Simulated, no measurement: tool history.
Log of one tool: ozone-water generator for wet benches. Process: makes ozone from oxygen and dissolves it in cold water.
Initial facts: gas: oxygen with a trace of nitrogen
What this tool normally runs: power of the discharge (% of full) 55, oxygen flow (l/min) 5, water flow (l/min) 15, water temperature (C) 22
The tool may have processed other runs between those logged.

run	hour	power of the discharge (% of full)	oxygen flow (l/min)	water flow (l/min)	water temperature (C)	dissolved ozone (ppm)	ozone in the gas ahead of the water (g/m3)
1	0.0	55	5	15	22	16.7	181.8
2	113.4	55	5	15	22	16.6	182.9
3	266.9	55	5	15	22	16.8	185.6
4	479.5	55	5	15	22	16.7	185.8
5	706.3	55	5	15	22	16.9	184.6
6	817.7	63	5	15	22	18.1	203.9
7	959.8	63	5	15	22	18.1	204.1
8	1159.6	63	5	15	22	18.2	201.2

What will run 9 give?
9	1362.7	96	5	9	22	?	?

{"run 9": {"dissolved ozone (ppm)": 33.5, "ozone in the gas ahead of the water (g/m3)": 267.6}}
Take away the tool's hidden state, keep the run-to-run variation as it was, and the same run would have given dissolved ozone (ppm) 33.5, ozone in the gas ahead of the water (g/m3) 264.1.
